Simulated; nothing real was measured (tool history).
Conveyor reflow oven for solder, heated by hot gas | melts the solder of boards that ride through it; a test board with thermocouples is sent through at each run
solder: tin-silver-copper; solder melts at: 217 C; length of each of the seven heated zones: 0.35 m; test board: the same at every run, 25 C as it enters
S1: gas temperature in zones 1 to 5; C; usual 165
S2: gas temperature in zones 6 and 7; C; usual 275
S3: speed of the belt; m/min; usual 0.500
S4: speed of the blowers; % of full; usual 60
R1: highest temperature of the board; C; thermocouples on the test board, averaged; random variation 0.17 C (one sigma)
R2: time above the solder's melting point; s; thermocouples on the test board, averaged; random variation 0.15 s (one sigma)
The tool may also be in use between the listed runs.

Run 1, hour 0.0: usual settings. Result: R1 261.3 C, R2 67.3 s.
Run 2, hour 38.1: usual settings. Result: R1 261.0 C, R2 67.2 s.
Run 3, hour 64.9: usual settings but S4 69 % of full. Result: R1 262.7 C, R2 68.1 s.
Run 4, hour 88.0: usual settings but S2 288 C. Result: R1 272.8 C, R2 74.0 s.
Run 5, hour 122.8: usual settings but S2 288 C. Result: R1 273.3 C, R2 74.1 s.
Run 6, hour 148.2: usual settings but S4 82 % of full. Result: R1 264.0 C, R2 69.5 s.
Run 7, hour 165.3: usual settings but S3 0.566 m/min, S4 82 % of full. Result: R1 260.0 C, R2 58.7 s.
Run 8, hour 202.7: usual settings but S3 0.474 m/min, S4 82 % of full. Result: R1 265.5 C, R2 74.5 s.
At hour 210.2: flux residue cleaned out of gas plates and filters.
Run 9, hour 244.7: usual settings but S3 0.474 m/min, S4 82 % of full. Result: R1 264.5 C, R2 74.2 s.
Run 10, hour 279.1: usual settings but S3 0.474 m/min, S4 82 % of full. Result: R1 264.7 C, R2 74.1 s.
Run 11, hour 318.8: usual settings but S3 0.474 m/min, S4 82 % of full. Result: R1 264.4 C, R2 74.0 s.
Run 12, hour 343.0: usual settings but S3 0.474 m/min, S4 82 % of full. Result: R1 264.3 C, R2 73.7 s.
At hour 366.9: flux residue cleaned out of gas plates and filters, once more.
Run 13, hour 372.4: usual settings. Result: R1 262.7 C, R2 68.8 s.
Run 14, hour 404.5: usual settings. Result: R1 263.2 C, R2 68.8 s.
Run 15, hour 439.9: usual settings. Result: R1 262.6 C, R2 68.7 s.
Run 16, hour 461.9: usual settings but S1 173 C, S2 281 C, S3 0.513 m/min. Result: R1 268.8 C, R2 72.5 s.
Run 17, hour 483.6: usual settings but S1 175 C, S2 269 C, S3 0.481 m/min. Result: R1 259.5 C, R2 73.3 s.
At hour 498.3: belt drive overhauled, speed set with a stopwatch.
Run 18, hour 520.5: usual settings but S1 158 C, S2 288 C, S4 70 % of full. Result: R1 275.2 C, R2 72.2 s.
Run 19, hour 546.6: usual settings but S1 176 C, S2 272 C, S4 53 % of full. Result: R1 259.5 C, R2 69.3 s.
Run 20, hour 577.0: usual settings but S1 176 C, S2 272 C, S3 0.583 m/min, S4 53 % of full. Result: R1 254.4 C, R2 55.3 s.
Run 21, hour 614.4: usual settings but S1 176 C, S2 272 C, S3 0.583 m/min, S4 53 % of full. Result: R1 254.5 C, R2 55.2 s.
Run 22, hour 634.8: usual settings but S2 269 C. Result: R1 256.7 C, R2 63.7 s.
Run 23, hour 653.8: usual settings but S1 151 C, S2 289 C, S3 0.414 m/min, S4 61 % of full. Result: R1 279.6 C, R2 88.0 s.
Run 24, hour 680.9: usual settings but S1 157 C, S2 270 C, S3 0.429 m/min, S4 86 % of full. Result: R1 263.9 C, R2 79.1 s.
Run 25, hour 712.2: usual settings but S1 173 C, S2 276 C, S3 0.498 m/min. Result: R1 263.7 C, R2 71.3 s.
Run 26, hour 738.3: usual settings but S1 173 C, S2 276 C, S3 0.498 m/min, S4 56 % of full. Result: R1 263.3 C, R2 70.5 s.
Run 27, hour 757.4: usual settings but S1 159 C, S2 276 C, S3 0.498 m/min, S4 56 % of full. Result: R1 261.3 C, R2 64.4 s.
Run 28, hour 784.8: usual settings but S1 168 C, S2 276 C, S3 0.407 m/min, S4 56 % of full. Result: R1 268.7 C, R2 88.9 s.
Run 29, hour 821.7: usual settings but S1 168 C, S2 276 C, S3 0.407 m/min, S4 56 % of full. Result: R1 268.1 C, R2 89.0 s.

The same runs without the tool's hidden state, with the same run-to-run variation:
The hidden state here: heat that the gas passes to the board, % of a clean oven's; belt's true speed, % of the reading; true gas temperature in zones 6 and 7 over the reading, C; drift of the gauge itself on peak_c, C; drift of the gauge itself on liquid_s, %.
run     R1    R2
  1  261.3  66.8
  2  261.0  66.8
  3  262.9  67.7
  4  273.1  73.4
  5  273.6  73.6
  6  264.4  69.3
  7  260.8  58.8
  8  265.9  74.3
  9  265.7  74.5
 10  265.9  74.4
 11  265.7  74.5
 12  265.6  74.2
 13  261.0  66.8
 14  261.5  66.9
 15  261.0  66.8
 16  267.2  70.7
 17  257.9  71.4
 18  274.3  72.0
 19  258.5  69.0
 20  253.7  55.1
 21  253.9  55.1
 22  256.0  63.6
 23  278.7  87.8
 24  263.0  79.2
 25  263.0  71.1
 26  262.7  70.4
 27  260.9  64.5
 28  267.7  88.6
 29  267.2  88.7

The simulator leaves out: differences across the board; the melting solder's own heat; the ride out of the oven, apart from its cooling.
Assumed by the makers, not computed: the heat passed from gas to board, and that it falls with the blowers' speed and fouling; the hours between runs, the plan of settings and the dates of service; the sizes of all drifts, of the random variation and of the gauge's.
